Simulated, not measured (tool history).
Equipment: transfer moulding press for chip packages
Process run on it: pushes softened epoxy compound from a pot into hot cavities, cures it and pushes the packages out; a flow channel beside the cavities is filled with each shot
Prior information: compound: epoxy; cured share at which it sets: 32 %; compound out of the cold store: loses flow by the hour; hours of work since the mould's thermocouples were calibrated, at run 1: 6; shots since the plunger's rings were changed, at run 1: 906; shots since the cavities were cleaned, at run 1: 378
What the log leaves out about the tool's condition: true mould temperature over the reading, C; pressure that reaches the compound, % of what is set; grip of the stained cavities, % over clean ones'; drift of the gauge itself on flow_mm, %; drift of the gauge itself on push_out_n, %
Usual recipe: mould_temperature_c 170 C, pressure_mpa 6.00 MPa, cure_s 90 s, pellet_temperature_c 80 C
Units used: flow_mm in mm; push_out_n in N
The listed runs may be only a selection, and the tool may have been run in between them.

| run | hour | mould_temperature_c | pressure_mpa | cure_s | pellet_temperature_c | hours of work since the mould's thermocouples were calibrated | shots since the plunger's rings were changed | shots since the cavities were cleaned | incoming compound's hours out of the cold store | flow_mm | push_out_n |
|---|---|---|---|---|---|---|---|---|---|---|---|
| 1 | 0.0 | 170 | 6.00 | 90 | 80 | 6 | 906 | 378 | 23.3 | 840 | 640 |
| 2 | 20.7 | 170 | 6.00 | 90 | 80 | 21 | 1184 | 656 | 39.0 | 805 | 676 |
| 3 | 38.5 | 170 | 6.00 | 90 | 80 | 33 | 1422 | 894 | 48.0 | 778 | 707 |
|  | 54.2 | cavities cleaned with cleaning compound and waxed |
| 4 | 63.3 | 170 | 6.00 | 90 | 80 | 50 | 1736 | 123 | 41.0 | 789 | 538 |
| 5 | 89.3 | 170 | 6.00 | 90 | 80 | 68 | 2084 | 471 | 15.5 | 844 | 684 |
| 6 | 130.0 | 170 | 6.00 | 90 | 80 | 97 | 2631 | 1018 | 24.2 | 813 | 724 |
|  | 135.0 | cavities cleaned with cleaning compound and waxed |
| 7 | 156.6 | 175 | 6.00 | 90 | 80 | 114 | 2967 | 289 | 24.0 | 789 | 482 |
| 8 | 179.9 | 167 | 6.00 | 90 | 80 | 131 | 3280 | 602 | 20.8 | 813 | 837 |
|  | 205.7 | plunger's sealing rings changed |
| 9 | 215.3 | 170 | 6.00 | 90 | 80 | 154 | 130 | 1044 | 35.2 | 827 | 704 |
|  | 219.5 | cavities cleaned with cleaning compound and waxed |
| 10 | 235.5 | 170 | 6.00 | 90 | 80 | 167 | 381 | 215 | 25.0 | 867 | 600 |
| 11 | 268.2 | 170 | 6.00 | 90 | 80 | 190 | 819 | 653 | 16.1 | 881 | 685 |
|  | 301.4 | cavities cleaned with cleaning compound and waxed |
| 12 | 302.6 | 170 | 6.00 | 90 | 80 | 214 | 1261 | 16 | 23.7 | 853 | 503 |
| 13 | 322.0 | 164 | 6.00 | 90 | 80 | 227 | 1521 | 276 | 39.3 | 811 | 900 |
| 14 | 342.6 | 164 | 6.00 | 90 | 80 | 242 | 1798 | 553 | 39.8 | 820 | 1023 |
|  | 382.8 | cavities cleaned with cleaning compound and waxed |
| 15 | 382.8 | 170 | 6.00 | 90 | 80 | 269 | 2318 | 0 | 15.2 | 841 | 505 |
| 16 | 416.3 | 173 | 6.00 | 90 | 80 | 293 | 2768 | 450 | 9.2 | 849 | 573 |
| 17 | 449.5 | 173 | 6.00 | 90 | 80 | 316 | 3212 | 894 | 33.9 | 771 | 602 |
|  | 464.6 | cavities cleaned with cleaning compound and waxed |
|  | 481.6 | plunger's sealing rings changed |
| 18 | 484.2 | 170 | 5.14 | 126 | 84 | 338 | 36 | 229 | 43.0 | 749 | 432 |

Run 19 has not been measured yet. What should we expect?
| 19 | 519.8 | 170 | 6.00 | 89 | 87 | 363 | 514 | 707 | 25.1 | ? | ? |

{"run 19": {"flow_mm": 848, "push_out_n": 693}}
Without the tool's hidden state the same run would have given flow_mm 861 mm, push_out_n 507 N.

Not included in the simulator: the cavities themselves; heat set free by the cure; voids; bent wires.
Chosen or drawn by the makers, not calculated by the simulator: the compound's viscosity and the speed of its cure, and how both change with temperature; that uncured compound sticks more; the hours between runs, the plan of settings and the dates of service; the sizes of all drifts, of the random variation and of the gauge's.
